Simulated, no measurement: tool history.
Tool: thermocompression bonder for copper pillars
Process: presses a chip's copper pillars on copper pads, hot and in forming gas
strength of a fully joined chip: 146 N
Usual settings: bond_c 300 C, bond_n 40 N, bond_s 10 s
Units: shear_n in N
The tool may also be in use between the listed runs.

Run 1, hour 0: usual settings. Result: shear_n 66 N.
Run 2, hour 48.7: usual settings but bond_c 293 C. Result: shear_n 60.6 N.
Run 3, hour 76.1: usual settings. Result: shear_n 64.8 N.
Run 4, hour 124.4: usual settings but bond_n 53 N. Result: shear_n 76 N.
Run 5, hour 171.8: usual settings but bond_n 53 N. Result: shear_n 75.5 N.
Run 6, hour 211.6: usual settings but bond_s 20 s. Result: shear_n 81.3 N.
Run 7, hour 238: usual settings but bond_s 20 s. Result: shear_n 81.1 N.
Run 8, hour 269.8: usual settings but bond_s 20 s. Result: shear_n 80.8 N.
At hour 287: forming gas filter changed.
Run 9, hour 328.2: usual settings. Result: shear_n 65.8 N.
Run 10, hour 361.8: usual settings but bond_n 59 N. Result: shear_n 81.9 N.
Run 11, hour 421.3: usual settings but bond_n 59 N. Result: shear_n 81.1 N.
At hour 427.8: force cell calibrated.
Run 12, hour 449.6: usual settings. Result: shear_n 64.1 N.
Run 13, hour 490.8: usual settings but bond_n 58 N. Result: shear_n 78.9 N.
Run 14, hour 516.4: usual settings but bond_n 45 N. Result: shear_n 68.2 N.
Run 15, hour 565.9: usual settings. Result: shear_n 63.4 N.
At hour 583: forming gas filter changed.
Run 16, hour 603.6: usual settings. Result: shear_n 65.6 N.
Run 17, hour 644.4: usual settings but bond_n 34 N. Result: shear_n 58.9 N.
At hour 656.2: force cell calibrated, once more.
Run 18, hour 672.1: usual settings but bond_c 326 C, bond_n 44 N, bond_s 21 s. Result: shear_n 107.4 N.
Run 19, hour 698: usual settings but bond_n 29 N, bond_s 5 s. Result: shear_n 41.2 N.
Run 20, hour 754.2: usual settings but bond_c 323 C, bond_s 15 s. Result: shear_n 92.1 N.
Run 21, hour 812.4: usual settings but bond_c 323 C, bond_s 15 s. Result: shear_n 90.8 N.
Run 22, hour 849.3: usual settings but bond_c 281 C, bond_n 35 N, bond_s 9 s. Result: shear_n 47.5 N.
At hour 880.8: forming gas filter changed.
Run 23, hour 896.9: usual settings but bond_s 16 s. Result: shear_n 79.4 N.
Run 24, hour 957.4: usual settings. Result: shear_n 67.4 N.
Run 25, hour 986.6: usual settings. Result: shear_n 66.8 N.
Run 26, hour 1033.5: usual settings but bond_c 320 C, bond_n 34 N. Result: shear_n 73.1 N.
Run 27, hour 1060.5: usual settings but bond_c 320 C, bond_n 34 N, bond_s 13 s. Result: shear_n 79.5 N.
Run 28, hour 1094: usual settings but bond_c 297 C, bond_n 32 N, bond_s 20 s. Result: shear_n 72.6 N.
Run 29, hour 1130.2: usual settings but bond_c 297 C, bond_n 32 N, bond_s 18 s. Result: shear_n 69.2 N.

Forecast each of these 4 alternatives for the next run:
At hour 1177.5: forming gas filter changed.
Run A, hour 1189.6: usual settings but bond_c 276 C, bond_n 32 N, bond_s 30 s. Result: shear_n ?.
At hour 1177.5: forming gas filter changed.
Run B, hour 1189.6: usual settings but bond_c 277 C, bond_n 32 N, bond_s 18 s. Result: shear_n ?.
At hour 1177.5: forming gas filter changed.
Run C, hour 1189.6: usual settings but bond_c 278 C, bond_n 49 N, bond_s 18 s. Result: shear_n ?.
At hour 1177.5: forming gas filter changed.
Run D, hour 1189.6: usual settings but bond_c 328 C, bond_n 52 N, bond_s 16 s. Result: shear_n ?.

run  shear_n
  A     69.6
  B     58.4
  C     75.8
  D    109.8
Without the tool's hidden state the same runs would have given:
run  shear_n
  A     66.8
  B     55.9
  C     72.9
  D    107.6

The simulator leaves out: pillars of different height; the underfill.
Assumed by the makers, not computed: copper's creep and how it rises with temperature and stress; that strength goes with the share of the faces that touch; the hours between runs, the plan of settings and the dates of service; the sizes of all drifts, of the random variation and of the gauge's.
